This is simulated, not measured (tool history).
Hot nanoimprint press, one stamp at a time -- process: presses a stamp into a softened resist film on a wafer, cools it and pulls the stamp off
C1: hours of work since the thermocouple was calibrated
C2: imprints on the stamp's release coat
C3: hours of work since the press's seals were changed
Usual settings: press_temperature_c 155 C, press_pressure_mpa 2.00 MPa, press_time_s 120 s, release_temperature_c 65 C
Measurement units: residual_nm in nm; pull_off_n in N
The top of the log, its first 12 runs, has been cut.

Run 13, day 3.733: usual settings but press_temperature_c 157 C; C1 264; C2 773; C3 150. Result: residual_nm 136.9 nm, pull_off_n 234 N.
Run 14, day 3.933: usual settings; C1 267; C2 786; C3 154. Result: residual_nm 151.9 nm, pull_off_n 236 N.
Run 15, day 4.400: usual settings; C1 274; C2 814; C3 161. Result: residual_nm 152.0 nm, pull_off_n 233 N.
Run 16, day 4.750: usual settings but press_temperature_c 154 C, press_pressure_mpa 1.57 MPa, release_temperature_c 62 C; C1 280; C2 836; C3 167. Result: residual_nm 171.4 nm, pull_off_n 237 N.
Run 17, day 5.204: usual settings but press_pressure_mpa 1.29 MPa, press_time_s 139 s, release_temperature_c 63 C; C1 288; C2 864; C3 174. Result: residual_nm 167.5 nm, pull_off_n 246 N.
Run 18, day 5.675: usual settings but press_pressure_mpa 1.29 MPa, press_time_s 139 s, release_temperature_c 63 C; C1 295; C2 893; C3 182. Result: residual_nm 171.4 nm, pull_off_n 249 N.
Run 19, day 5.908: usual settings but press_temperature_c 160 C, press_pressure_mpa 1.29 MPa, press_time_s 60 s, release_temperature_c 63 C; C1 299; C2 908; C3 186. Result: residual_nm 172.4 nm, pull_off_n 246 N.
At day 6.229: stamp cleaned and given a new release coat.
Run 20, day 6.404: usual settings but press_temperature_c 153 C, press_pressure_mpa 1.57 MPa, press_time_s 202 s, release_temperature_c 67 C; C1 303; C2 11; C3 190. Result: residual_nm 158.9 nm, pull_off_n 207 N.
Run 21, day 6.658: usual settings but press_temperature_c 152 C, press_pressure_mpa 1.57 MPa, press_time_s 202 s, release_temperature_c 61 C; C1 307; C2 27; C3 194. Result: residual_nm 166.7 nm, pull_off_n 222 N.
Run 22, day 7.121: usual settings but press_temperature_c 152 C, press_pressure_mpa 1.25 MPa, press_time_s 107 s, release_temperature_c 61 C; C1 315; C2 55; C3 201. Result: residual_nm 203.5 nm, pull_off_n 220 N.
Run 23, day 7.350: usual settings but press_temperature_c 152 C, press_pressure_mpa 1.25 MPa, press_time_s 222 s, release_temperature_c 61 C; C1 318; C2 69; C3 205. Result: residual_nm 173.5 nm, pull_off_n 224 N.
Run 24, day 7.592: usual settings but press_pressure_mpa 1.94 MPa; C1 322; C2 84; C3 209. Result: residual_nm 152.8 nm, pull_off_n 212 N.

For run 25, what comes out?
Run 25, day 7.967: usual settings but press_temperature_c 167 C, release_temperature_c 58 C; C1 328; C2 108; C3 215. Result: residual_nm ?, pull_off_n ?.

residual_nm: 79.6 nm
pull_off_n: 217 N
The same run, on a tool lacking any hidden state, would have yielded residual_nm 74.5 nm, pull_off_n 213 N.
